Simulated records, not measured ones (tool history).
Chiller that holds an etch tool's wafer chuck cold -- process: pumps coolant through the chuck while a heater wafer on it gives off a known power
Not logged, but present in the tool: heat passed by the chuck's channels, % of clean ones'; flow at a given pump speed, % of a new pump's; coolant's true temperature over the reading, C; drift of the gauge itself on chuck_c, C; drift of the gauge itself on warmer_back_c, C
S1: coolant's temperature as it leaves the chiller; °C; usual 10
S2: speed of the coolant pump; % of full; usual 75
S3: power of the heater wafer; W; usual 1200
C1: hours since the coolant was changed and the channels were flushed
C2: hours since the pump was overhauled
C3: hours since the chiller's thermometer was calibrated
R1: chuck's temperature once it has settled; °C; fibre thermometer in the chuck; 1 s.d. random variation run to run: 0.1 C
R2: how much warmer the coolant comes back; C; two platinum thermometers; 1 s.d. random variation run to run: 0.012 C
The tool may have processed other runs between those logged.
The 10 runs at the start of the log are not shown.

| run | hour | S1 | S2 | S3 | C1 | C2 | C3 | R1 | R2 |
|---|---|---|---|---|---|---|---|---|---|
| 11 | 1272.9 | 10 | 75 | 1200 | 4322 | 3548 | 856 | 17.2 | 3.1 |
| 12 | 1430.4 | 10 | 61 | 1200 | 4480 | 3706 | 1014 | 18.7 | 3.85 |
| 13 | 1618.3 | 10 | 85 | 1200 | 4668 | 3894 | 1202 | 16.9 | 2.81 |
| 14 | 1803.7 | 10 | 85 | 1200 | 4853 | 4079 | 1387 | 16.6 | 2.87 |
| 15 | 1939.5 | 10 | 85 | 1200 | 4989 | 4215 | 1523 | 16.8 | 2.91 |
|  | 1994.1 | gauge calibrated |
| 16 | 2108.1 | 10 | 85 | 1200 | 5157 | 4384 | 1692 | 16.8 | 2.48 |
| 17 | 2255.9 | 9 | 75 | 653 | 5305 | 4531 | 1839 | 12.9 | 1.61 |
| 18 | 2415.6 | 10 | 75 | 1081 | 5465 | 4691 | 1999 | 16.7 | 2.64 |
| 19 | 2505.1 | 10 | 83 | 1121 | 5554 | 4781 | 2089 | 16.5 | 2.47 |
| 20 | 2700.6 | 10 | 83 | 1121 | 5750 | 4976 | 2284 | 16.4 | 2.51 |
| 21 | 2844.7 | 10 | 83 | 1121 | 5894 | 5120 | 2428 | 16.5 | 2.54 |
| 22 | 2948.2 | 10 | 83 | 1121 | 5998 | 5224 | 2532 | 16.3 | 2.57 |
|  | 3048.6 | coolant changed, channels flushed |
| 23 | 3143.7 | 10 | 69 | 1200 | 95 | 5413 | 2721 | 18.1 | 3.34 |
| 24 | 3297.5 | 14 | 66 | 1337 | 249 | 5567 | 2875 | 23.2 | 3.9 |
| 25 | 3395.6 | 14 | 66 | 1625 | 347 | 5665 | 2973 | 24.9 | 4.69 |
| 26 | 3555.7 | 13 | 63 | 997 | 507 | 5825 | 3133 | 20.1 | 3.2 |
|  | 3613.3 | chiller's thermometer calibrated |
| 27 | 3702.1 | 13 | 63 | 997 | 652 | 5971 | 89 | 20.1 | 3.22 |
| 28 | 3848.2 | 10 | 90 | 1200 | 799 | 6117 | 235 | 16.3 | 2.72 |
| 29 | 3976.3 | 15 | 67 | 1200 | 927 | 6245 | 363 | 23.1 | 3.63 |
| 30 | 4155.5 | 9 | 82 | 1200 | 1106 | 6424 | 542 | 15.9 | 3.03 |
| 31 | 4341.2 | 10 | 89 | 1200 | 1292 | 6610 | 728 | 16.6 | 2.87 |

Predict each of these 4 candidate next runs independently; none follows another, all start after run 31:
| A | 4431.9 | 13 | 95 | 774 | 1382 | 6700 | 819 | ? | ? |
| B | 4431.9 | 13 | 89 | 1062 | 1382 | 6700 | 819 | ? | ? |
| C | 4431.9 | 11 | 89 | 1200 | 1382 | 6700 | 819 | ? | ? |
| D | 4431.9 | 10 | 75 | 744 | 1382 | 6700 | 819 | ? | ? |

| run | R1 | R2 |
|---|---|---|
| A | 16.9 | 1.97 |
| B | 18.7 | 2.64 |
| C | 17.5 | 2.91 |
| D | 14.7 | 2.32 |
With the hidden condition removed and each run's random variation left untouched, the same runs would have given:
| run | R1 | R2 |
|---|---|---|
| A | 16.9 | 1.39 |
| B | 18.7 | 2.05 |
| C | 17.5 | 2.32 |
| D | 14.7 | 1.74 |

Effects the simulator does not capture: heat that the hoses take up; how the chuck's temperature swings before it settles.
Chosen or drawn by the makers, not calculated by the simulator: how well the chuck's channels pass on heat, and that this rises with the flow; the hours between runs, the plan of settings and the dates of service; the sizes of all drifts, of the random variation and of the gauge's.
